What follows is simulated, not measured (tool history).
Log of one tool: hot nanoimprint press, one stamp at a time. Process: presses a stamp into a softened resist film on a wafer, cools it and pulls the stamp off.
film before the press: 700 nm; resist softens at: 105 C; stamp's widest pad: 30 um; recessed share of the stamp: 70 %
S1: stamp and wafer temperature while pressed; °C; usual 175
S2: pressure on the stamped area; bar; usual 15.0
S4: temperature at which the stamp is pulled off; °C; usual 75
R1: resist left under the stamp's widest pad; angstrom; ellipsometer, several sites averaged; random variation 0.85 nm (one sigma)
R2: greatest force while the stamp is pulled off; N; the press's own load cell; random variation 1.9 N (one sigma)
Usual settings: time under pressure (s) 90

Run 1, day 0.000: usual settings. Result: R1 3549 angstrom, R2 195 N.
Run 2, day 0.312: usual settings but time under pressure (s) 49. Result: R1 4301 angstrom, R2 196 N.
Run 3, day 0.646: usual settings but time under pressure (s) 78. Result: R1 3714 angstrom, R2 197 N.
Run 4, day 1.029: usual settings but time under pressure (s) 78. Result: R1 3723 angstrom, R2 199 N.
Run 5, day 1.462: usual settings but S2 15.1 bar, time under pressure (s) 78. Result: R1 3703 angstrom, R2 199 N.
Run 6, day 1.708: usual settings but S2 15.1 bar, time under pressure (s) 78. Result: R1 3720 angstrom, R2 201 N.
Run 7, day 2.062: usual settings but S1 178 °C. Result: R1 3235 angstrom, R2 197 N.
Run 8, day 2.529: usual settings. Result: R1 3569 angstrom, R2 197 N.
Run 9, day 3.004: usual settings. Result: R1 3565 angstrom, R2 199 N.
Run 10, day 3.321: usual settings. Result: R1 3571 angstrom, R2 202 N.
Run 11, day 3.546: usual settings but S2 10.4 bar. Result: R1 4177 angstrom, R2 201 N.
Run 12, day 3.817: usual settings but S2 10.4 bar. Result: R1 4159 angstrom, R2 198 N.
Run 13, day 4.092: usual settings but S2 10.4 bar, S4 67 °C. Result: R1 4177 angstrom, R2 247 N.
Run 14, day 4.508: usual settings. Result: R1 3574 angstrom, R2 200 N.
Run 15, day 4.942: usual settings but S1 165 °C. Result: R1 4767 angstrom, R2 201 N.
Run 16, day 5.154: usual settings but S1 165 °C. Result: R1 4776 angstrom, R2 205 N.
Run 17, day 5.446: usual settings but S1 164 °C. Result: R1 4896 angstrom, R2 201 N.
Run 18, day 5.654: usual settings but S1 164 °C. Result: R1 4901 angstrom, R2 203 N.
At day 5.800: plate thermocouple calibrated.
Run 19, day 6.012: usual settings but S4 70 °C. Result: R1 3577 angstrom, R2 230 N.
Run 20, day 6.225: usual settings but S2 12.9 bar. Result: R1 3822 angstrom, R2 199 N.
Run 21, day 6.692: usual settings but S1 183 °C, S2 17.3 bar, time under pressure (s) 132, S4 64 °C. Result: R1 2236 angstrom, R2 265 N.
At day 6.950: plate thermocouple calibrated, once more.
Run 22, day 7.042: usual settings but S1 183 °C, S2 17.3 bar, time under pressure (s) 132, S4 64 °C. Result: R1 2215 angstrom, R2 266 N.
Run 23, day 7.283: usual settings but S1 167 °C, S2 13.8 bar, S4 73 °C. Result: R1 4640 angstrom, R2 214 N.
Run 24, day 7.733: usual settings but S1 181 °C, S2 12.5 bar, time under pressure (s) 136, S4 62 °C. Result: R1 2775 angstrom, R2 285 N.
Run 25, day 8.038: usual settings but S2 18.8 bar, time under pressure (s) 46, S4 64 °C. Result: R1 4000 angstrom, R2 275 N.
Run 26, day 8.467: usual settings but S2 18.8 bar, time under pressure (s) 46, S4 61 °C. Result: R1 4027 angstrom, R2 293 N.
Run 27, day 8.938: usual settings but S2 14.3 bar, time under pressure (s) 94, S4 61 °C. Result: R1 3594 angstrom, R2 287 N.

Run 28 comes next. What will it give?
Run 28, day 9.367: usual settings but S1 178 °C, S2 14.3 bar, time under pressure (s) 94, S4 61 °C. Result: R1 ?, R2 ?.

R1: 3278 angstrom
R2: 295 N
Without the tool's hidden state the same run would have given R1 3247 angstrom, R2 257 N.
